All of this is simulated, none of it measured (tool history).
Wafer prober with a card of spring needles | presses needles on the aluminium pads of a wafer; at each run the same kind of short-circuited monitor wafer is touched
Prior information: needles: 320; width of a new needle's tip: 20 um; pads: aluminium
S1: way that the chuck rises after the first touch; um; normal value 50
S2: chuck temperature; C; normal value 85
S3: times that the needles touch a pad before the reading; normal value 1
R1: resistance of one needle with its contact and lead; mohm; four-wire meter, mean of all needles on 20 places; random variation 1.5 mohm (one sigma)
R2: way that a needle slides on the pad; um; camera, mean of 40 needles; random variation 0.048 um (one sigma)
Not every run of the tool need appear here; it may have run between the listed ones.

| run | hour | S1 | S2 | S3 | R1 | R2 |
|---|---|---|---|---|---|---|
| 1 | 0 | 50 | 85 | 1 | 143 | 10.34 |
|  | 6.8 | tips cleaned on abrasive film |
| 2 | 11.5 | 50 | 85 | 1 | 147 | 10.35 |
| 3 | 19.2 | 50 | 85 | 1 | 147 | 10.28 |
|  | 21.5 | tips cleaned on abrasive film |
| 4 | 30.2 | 50 | 85 | 1 | 148 | 10.32 |
|  | 36.1 | tips cleaned on abrasive film |
| 5 | 43.7 | 50 | 85 | 1 | 147 | 10.33 |
|  | 50.8 | tips cleaned on abrasive film |
| 6 | 53.1 | 50 | 85 | 1 | 149 | 10.29 |
| 7 | 62.1 | 50 | 85 | 1 | 148 | 10.27 |
|  | 65.7 | tips cleaned on abrasive film |
| 8 | 75.9 | 50 | 85 | 1 | 148 | 10.35 |
|  | 81.4 | tips cleaned on abrasive film |
| 9 | 90.2 | 58 | 85 | 1 | 141 | 11.93 |
|  | 96.6 | tips cleaned on abrasive film |
| 10 | 101 | 58 | 85 | 1 | 143 | 11.9 |
| 11 | 109.8 | 58 | 85 | 1 | 144 | 11.86 |
|  | 111.3 | tips cleaned on abrasive film |
| 12 | 123.8 | 58 | 85 | 1 | 144 | 11.95 |
|  | 126 | tips cleaned on abrasive film |
| 13 | 137.1 | 58 | 85 | 1 | 141 | 11.92 |
|  | 141.7 | tips cleaned on abrasive film |
| 14 | 148.9 | 58 | 87 | 1 | 143 | 12 |
|  | 156.6 | tips cleaned on abrasive film |
| 15 | 161.9 | 43 | 64 | 1 | 145 | 8.84 |
| 16 | 170.7 | 63 | 118 | 1 | 147 | 12.8 |
|  | 172.2 | tips cleaned on abrasive film |
| 17 | 178.6 | 35 | 72 | 1 | 157 | 7.13 |
| 18 | 185.3 | 35 | 72 | 1 | 156 | 7.12 |
|  | 187.6 | tips cleaned on abrasive film |
| 19 | 199 | 57 | 51 | 1 | 137 | 11.58 |
|  | 202.6 | tips cleaned on abrasive film |
| 20 | 211.9 | 70 | 31 | 1 | 130 | 14.24 |
|  | 217.6 | tips cleaned on abrasive film |
| 21 | 222.3 | 50 | 85 | 1 | 146 | 10.23 |
|  | 232.7 | tips cleaned on abrasive film |
| 22 | 232.9 | 45 | 27 | 2 | 139 | 9.16 |
| 23 | 240.2 | 50 | 85 | 2 | 145 | 10.28 |
|  | 247.5 | tips cleaned on abrasive film |
| 24 | 247.5 | 50 | 85 | 2 | 143 | 10.14 |
| 25 | 256.2 | 43 | 53 | 1 | 147 | 8.75 |
|  | 262.3 | tips cleaned on abrasive film |
| 26 | 271.1 | 60 | 26 | 2 | 131 | 12.28 |
|  | 277.4 | tips cleaned on abrasive film |
| 27 | 285.5 | 55 | 38 | 2 | 138 | 11.13 |

Here are 5 independent what-if runs from the current tool condition. What would each one return?
|  | 292.3 | tips cleaned on abrasive film |
| A | 297.1 | 50 | 85 | 1 | ? | ? |
|  | 292.3 | tips cleaned on abrasive film |
| B | 297.1 | 58 | 76 | 1 | ? | ? |
|  | 292.3 | tips cleaned on abrasive film |
| C | 297.1 | 63 | 38 | 2 | ? | ? |
|  | 292.3 | tips cleaned on abrasive film |
| D | 297.1 | 39 | 43 | 1 | ? | ? |
|  | 292.3 | tips cleaned on abrasive film |
| E | 297.1 | 55 | 93 | 2 | ? | ? |

| run | R1 | R2 |
|---|---|---|
| A | 146 | 10.18 |
| B | 142 | 11.72 |
| C | 135 | 12.84 |
| D | 146 | 7.95 |
| E | 144 | 11.09 |
With no hidden state in the tool, these same runs would have given:
| run | R1 | R2 |
|---|---|---|
| A | 146 | 10.37 |
| B | 142 | 11.94 |
| C | 135 | 13.09 |
| D | 146 | 8.1 |
| E | 144 | 11.3 |

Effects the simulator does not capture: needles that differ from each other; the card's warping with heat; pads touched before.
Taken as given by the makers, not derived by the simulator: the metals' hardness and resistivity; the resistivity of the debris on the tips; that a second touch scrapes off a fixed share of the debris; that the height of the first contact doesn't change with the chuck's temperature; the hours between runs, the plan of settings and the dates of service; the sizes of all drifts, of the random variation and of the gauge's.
